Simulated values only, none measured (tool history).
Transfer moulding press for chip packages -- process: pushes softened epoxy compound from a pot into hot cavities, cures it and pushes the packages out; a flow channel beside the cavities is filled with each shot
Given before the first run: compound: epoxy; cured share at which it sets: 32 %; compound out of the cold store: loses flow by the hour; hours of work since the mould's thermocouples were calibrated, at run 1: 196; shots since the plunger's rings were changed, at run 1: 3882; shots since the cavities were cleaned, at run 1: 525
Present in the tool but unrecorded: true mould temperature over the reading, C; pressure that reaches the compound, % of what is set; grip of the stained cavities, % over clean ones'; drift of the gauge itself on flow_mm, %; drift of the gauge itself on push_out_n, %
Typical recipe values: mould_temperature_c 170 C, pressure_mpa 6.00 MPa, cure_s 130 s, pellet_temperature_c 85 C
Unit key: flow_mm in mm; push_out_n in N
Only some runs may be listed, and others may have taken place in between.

| run | day | mould_temperature_c | pressure_mpa | cure_s | pellet_temperature_c | hours of work since the mould's thermocouples were calibrated | shots since the plunger's rings were changed | shots since the cavities were cleaned | incoming compound's hours out of the cold store | flow_mm | push_out_n |
|---|---|---|---|---|---|---|---|---|---|---|---|
| 1 | 0.000 | 170 | 6.00 | 130 | 85 | 196 | 3882 | 525 | 9.7 | 975 | 456 |
|  | 1.325 | cavities cleaned with cleaning compound and waxed |
| 2 | 1.525 | 170 | 6.00 | 130 | 85 | 215 | 4175 | 41 | 22.0 | 906 | 376 |
| 3 | 3.083 | 170 | 6.00 | 130 | 84 | 235 | 4486 | 352 | 14.2 | 914 | 420 |
|  | 3.688 | plunger's sealing rings changed |
| 4 | 4.162 | 170 | 6.00 | 130 | 85 | 248 | 95 | 548 | 31.9 | 923 | 437 |
|  | 5.338 | cavities cleaned with cleaning compound and waxed |
| 5 | 5.338 | 170 | 6.00 | 130 | 85 | 262 | 318 | 0 | 27.4 | 958 | 353 |
| 6 | 6.392 | 170 | 6.00 | 130 | 85 | 276 | 529 | 211 | 14.8 | 1012 | 400 |
| 7 | 7.029 | 170 | 6.00 | 130 | 85 | 284 | 657 | 339 | 16.8 | 1003 | 412 |
| 8 | 7.796 | 170 | 6.00 | 130 | 85 | 294 | 810 | 492 | 22.8 | 965 | 447 |
| 9 | 8.833 | 170 | 6.00 | 130 | 85 | 308 | 1018 | 700 | 18.1 | 986 | 461 |
|  | 9.246 | cavities cleaned with cleaning compound and waxed |
| 10 | 9.883 | 170 | 6.00 | 130 | 85 | 320 | 1216 | 128 | 27.8 | 927 | 375 |
| 11 | 10.975 | 170 | 6.00 | 130 | 85 | 335 | 1434 | 346 | 34.4 | 896 | 409 |
| 12 | 12.183 | 170 | 6.00 | 130 | 85 | 350 | 1676 | 588 | 9.7 | 1009 | 467 |
|  | 13.092 | cavities cleaned with cleaning compound and waxed |
| 13 | 13.217 | 170 | 6.00 | 130 | 85 | 363 | 1871 | 26 | 40.6 | 853 | 329 |
| 14 | 14.675 | 170 | 6.80 | 130 | 85 | 382 | 2162 | 317 | 17.8 | 1021 | 418 |
| 15 | 16.104 | 170 | 6.80 | 130 | 85 | 400 | 2448 | 603 | 44.5 | 884 | 434 |
|  | 16.983 | cavities cleaned with cleaning compound and waxed |
| 16 | 17.125 | 175 | 4.98 | 130 | 85 | 413 | 2640 | 28 | 20.9 | 837 | 342 |
| 17 | 18.575 | 167 | 6.00 | 130 | 85 | 431 | 2931 | 319 | 9.2 | 1003 | 509 |
| 18 | 19.246 | 167 | 6.00 | 130 | 85 | 440 | 3065 | 453 | 10.9 | 998 | 536 |
| 19 | 20.233 | 170 | 6.00 | 130 | 89 | 453 | 3263 | 651 | 17.3 | 943 | 468 |
|  | 20.900 | cavities cleaned with cleaning compound and waxed |
| 20 | 21.262 | 176 | 6.00 | 130 | 80 | 465 | 3457 | 73 | 45.2 | 772 | 336 |
| 21 | 22.704 | 176 | 6.00 | 130 | 80 | 484 | 3745 | 361 | 32.4 | 823 | 370 |
| 22 | 24.029 | 163 | 6.00 | 129 | 78 | 501 | 4010 | 626 | 43.7 | 852 | 661 |
|  | 24.779 | cavities cleaned with cleaning compound and waxed |
| 23 | 24.925 | 163 | 6.00 | 129 | 78 | 512 | 4178 | 30 | 9.8 | 1021 | 618 |
| 24 | 26.404 | 168 | 6.07 | 130 | 85 | 531 | 4474 | 326 | 10.3 | 967 | 467 |

Run 25 comes next. What will it give?
|  | 27.112 | plunger's sealing rings changed |
| 25 | 28.033 | 173 | 5.88 | 137 | 90 | 551 | 184 | 631 | 26.4 | ? | ? |

Run 25 measured flow_mm 925 mm, push_out_n 420 N.
Had the tool carried no hidden state, the very same run would have given flow_mm 934 mm, push_out_n 324 N.
